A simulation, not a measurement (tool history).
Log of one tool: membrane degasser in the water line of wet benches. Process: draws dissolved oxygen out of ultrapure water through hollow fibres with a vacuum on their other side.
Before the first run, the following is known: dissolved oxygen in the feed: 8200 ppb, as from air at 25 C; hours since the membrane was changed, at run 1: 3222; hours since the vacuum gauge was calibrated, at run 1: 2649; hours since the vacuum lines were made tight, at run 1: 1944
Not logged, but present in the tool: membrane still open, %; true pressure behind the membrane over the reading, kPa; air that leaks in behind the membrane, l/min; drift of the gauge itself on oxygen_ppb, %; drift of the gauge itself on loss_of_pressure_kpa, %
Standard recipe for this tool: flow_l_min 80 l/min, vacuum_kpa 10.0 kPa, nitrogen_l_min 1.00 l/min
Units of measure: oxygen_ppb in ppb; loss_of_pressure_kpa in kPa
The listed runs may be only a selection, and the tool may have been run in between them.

run,hour,flow_l_min,vacuum_kpa,nitrogen_l_min,hours since the membrane was changed,hours since the vacuum gauge was calibrated,hours since the vacuum lines were made tight,oxygen_ppb,loss_of_pressure_kpa
1,0.0,80,10.0,1.00,3222,2649,1944,892.4,69.89
2,193.3,80,10.0,1.00,3415,2842,2137,892.7,70.13
3,397.8,80,10.0,1.00,3619,3047,2342,892.2,70.00
4,501.6,80,10.0,1.00,3723,3151,2445,899.2,70.53
5,648.8,80,10.0,1.00,3870,3298,2593,895.8,70.19
6,885.7,80,10.0,1.00,4107,3535,2830,895.1,70.10
7,1025.0,52,10.0,1.00,4247,3674,2969,644.8,46.22
8,1257.2,52,10.0,1.00,4479,3906,3201,646.8,46.06
9,1369.7,80,10.0,1.02,4591,4019,3314,889.1,71.15
10,1553.3,80,10.0,1.00,4775,4202,3497,900.6,71.31
11,1799.3,48,6.2,1.11,5021,4448,3743,265.0,42.55
12,2054.3,55,6.2,1.10,5276,4703,3998,299.9,48.82
13,2297.4,58,20.4,1.00,5519,4946,4241,1585.7,51.34
14,2494.3,67,8.4,1.00,5716,5143,4438,620.8,60.02
15,2717.5,57,7.5,1.49,5939,5366,4661,344.9,51.00
# hour 2740.0: vacuum gauge calibrated
16,2961.6,74,14.5,1.15,6183,222,4905,1189.1,66.37
17,3176.3,74,14.5,1.15,6397,436,5120,1187.4,66.70
18,3344.1,74,7.3,1.15,6565,604,5287,485.0,66.14
19,3518.5,108,9.7,2.31,6740,778,5462,703.3,97.00

Each row is a separate what-if for the run after 19, all from the same tool condition, not one after another. Results?
# hour 3737.3: seals of the vacuum lines changed
A,3737.3,80,6.3,1.00,6956,995,0,?,?
# hour 3737.3: seals of the vacuum lines changed
B,3737.3,108,6.9,2.31,6956,995,0,?,?
# hour 3737.3: seals of the vacuum lines changed
C,3737.3,80,19.3,1.00,6956,995,0,?,?
# hour 3737.3: seals of the vacuum lines changed
D,3737.3,108,16.2,2.31,6956,995,0,?,?

run,oxygen_ppb,loss_of_pressure_kpa
A,451.6,71.71
B,482.0,97.19
C,1839.0,71.81
D,1186.8,97.76
With no hidden state in the tool, these same runs would have given:
run,oxygen_ppb,loss_of_pressure_kpa
A,439.1,67.94
B,451.5,92.08
C,1830.5,68.03
D,1161.2,92.63
